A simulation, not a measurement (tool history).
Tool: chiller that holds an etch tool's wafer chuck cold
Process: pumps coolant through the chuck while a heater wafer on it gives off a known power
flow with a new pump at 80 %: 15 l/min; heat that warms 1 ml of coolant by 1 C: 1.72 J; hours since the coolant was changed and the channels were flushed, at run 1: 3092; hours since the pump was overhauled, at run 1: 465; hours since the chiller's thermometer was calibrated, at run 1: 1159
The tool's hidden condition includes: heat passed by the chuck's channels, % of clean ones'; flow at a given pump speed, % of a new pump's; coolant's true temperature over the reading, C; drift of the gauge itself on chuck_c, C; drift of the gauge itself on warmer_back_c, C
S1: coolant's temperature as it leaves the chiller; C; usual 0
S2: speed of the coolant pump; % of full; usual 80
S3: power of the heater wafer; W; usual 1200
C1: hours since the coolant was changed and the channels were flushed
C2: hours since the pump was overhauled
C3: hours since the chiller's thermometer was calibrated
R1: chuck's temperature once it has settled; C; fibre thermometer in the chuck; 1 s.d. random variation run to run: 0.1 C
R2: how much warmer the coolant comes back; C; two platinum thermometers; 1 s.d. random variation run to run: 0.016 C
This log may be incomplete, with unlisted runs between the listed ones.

run 1 day=0 | S1=0 S2=80 S3=1200 | C1=3092 C2=465 C3=1159 | R1=11.7 R2=2.78
run 2 day=0.767 | S1=0 S2=80 S3=1200 | C1=3111 C2=484 C3=1177 | R1=11.7 R2=2.78
run 3 day=1.5 | S1=0 S2=80 S3=1200 | C1=3128 C2=501 C3=1195 | R1=11.5 R2=2.79
run 4 day=2.667 | S1=0 S2=80 S3=1200 | C1=3156 C2=529 C3=1223 | R1=11.6 R2=2.75
run 5 day=3.925 | S1=0 S2=80 S3=1200 | C1=3186 C2=559 C3=1253 | R1=11.7 R2=2.75
run 6 day=4.538 | S1=0 S2=80 S3=1200 | C1=3201 C2=574 C3=1267 | R1=11.6 R2=2.74
run 7 day=5.138 | S1=0 S2=80 S3=1200 | C1=3215 C2=588 C3=1282 | R1=11.5 R2=2.72
run 8 day=6.092 | S1=0 S2=80 S3=1200 | C1=3238 C2=611 C3=1305 | R1=11.7 R2=2.74
run 9 day=7.171 | S1=1 S2=80 S3=1200 | C1=3264 C2=637 C3=1331 | R1=12.6 R2=2.71
run 10 day=8.288 | S1=1 S2=80 S3=1200 | C1=3291 C2=664 C3=1357 | R1=12.7 R2=2.69
run 11 day=8.846 | S1=1 S2=80 S3=1200 | C1=3304 C2=677 C3=1371 | R1=12.6 R2=2.67
run 12 day=9.979 | S1=0 S2=80 S3=1200 | C1=3332 C2=705 C3=1398 | R1=11.5 R2=2.71
run 13 day=10.812 | S1=0 S2=80 S3=1144 | C1=3352 C2=725 C3=1418 | R1=11 R2=2.54
run 14 day=11.933 | S1=0 S2=80 S3=1144 | C1=3379 C2=752 C3=1445 | R1=11.2 R2=2.54
run 15 day=12.617 | S1=0 S2=87 S3=1144 | C1=3395 C2=768 C3=1461 | R1=10.4 R2=2.29
run 16 day=13.229 | S1=0 S2=80 S3=1200 | C1=3410 C2=783 C3=1476 | R1=11.7 R2=2.64
run 17 day=14.225 | S1=1 S2=99 S3=645 | C1=3434 C2=807 C3=1500 | R1=6.2 R2=1.08
run 18 day=15.471 | S1=1 S2=99 S3=645 | C1=3463 C2=836 C3=1530 | R1=6.5 R2=1.04
run 19 day=16.012 | S1=2 S2=85 S3=1441 | C1=3476 C2=849 C3=1543 | R1=15.5 R2=2.97
run 20 day=16.779 | S1=9 S2=68 S3=1200 | C1=3495 C2=868 C3=1561 | R1=22.2 R2=3.09
run 21 day=17.838 | S1=9 S2=68 S3=1200 | C1=3520 C2=893 C3=1587 | R1=22.4 R2=3.06
run 22 day=18.562 | S1=9 S2=68 S3=1200 | C1=3538 C2=911 C3=1604 | R1=22.3 R2=3.1
run 23 day=19.629 | S1=-4 S2=93 S3=1200 | C1=3563 C2=936 C3=1630 | R1=6.5 R2=2.18
run 24 day=20.567 | S1=-4 S2=63 S3=1534 | C1=3586 C2=959 C3=1652 | R1=14 R2=4.27
run 25 day=21.283 | S1=-4 S2=63 S3=1534 | C1=3603 C2=976 C3=1669 | R1=14.2 R2=4.29
run 26 day=22.15 | S1=6 S2=63 S3=1534 | C1=3624 C2=997 C3=1690 | R1=24.1 R2=4.27
run 27 day=23.271 | S1=0 S2=80 S3=1360 | C1=3651 C2=1024 C3=1717 | R1=13.2 R2=2.89
run 28 day=24.283 | S1=-6 S2=82 S3=680 | C1=3675 C2=1048 C3=1741 | R1=0.4 R2=1.31
run 29 day=25.079 | S1=2 S2=62 S3=1011 | C1=3694 C2=1067 C3=1760 | R1=13.8 R2=2.75
run 30 day=26.208 | S1=2 S2=68 S3=1356 | C1=3721 C2=1094 C3=1788 | R1=16.9 R2=3.45
run 31 day=27.433 | S1=2 S2=68 S3=1356 | C1=3751 C2=1124 C3=1817 | R1=17.1 R2=3.4
run 32 day=28.229 | S1=2 S2=68 S3=1356 | C1=3770 C2=1143 C3=1836 | R1=17.1 R2=3.39

Consider 4 possible next runs. They are alternatives, not a sequence: every one starts from the tool as it was left by run 32. What does each give?
run A day=28.971 | S1=-9 S2=80 S3=1356 | C1=3787 C2=1160 C3=1854 | R1=? R2=?
run B day=28.971 | S1=0 S2=73 S3=1200 | C1=3787 C2=1160 C3=1854 | R1=? R2=?
run C day=28.971 | S1=0 S2=67 S3=613 | C1=3787 C2=1160 C3=1854 | R1=? R2=?
run D day=28.971 | S1=2 S2=65 S3=1356 | C1=3787 C2=1160 C3=1854 | R1=? R2=?

run=A R1=4 R2=2.85
run=B R1=12.5 R2=2.72
run=C R1=6.8 R2=1.4
run=D R1=17.6 R2=3.54
What these runs would have given with no unlogged condition in the tool:
run=A R1=4 R2=3.14
run=B R1=12.4 R2=3.02
run=C R1=6.8 R2=1.7
run=D R1=17.5 R2=3.83
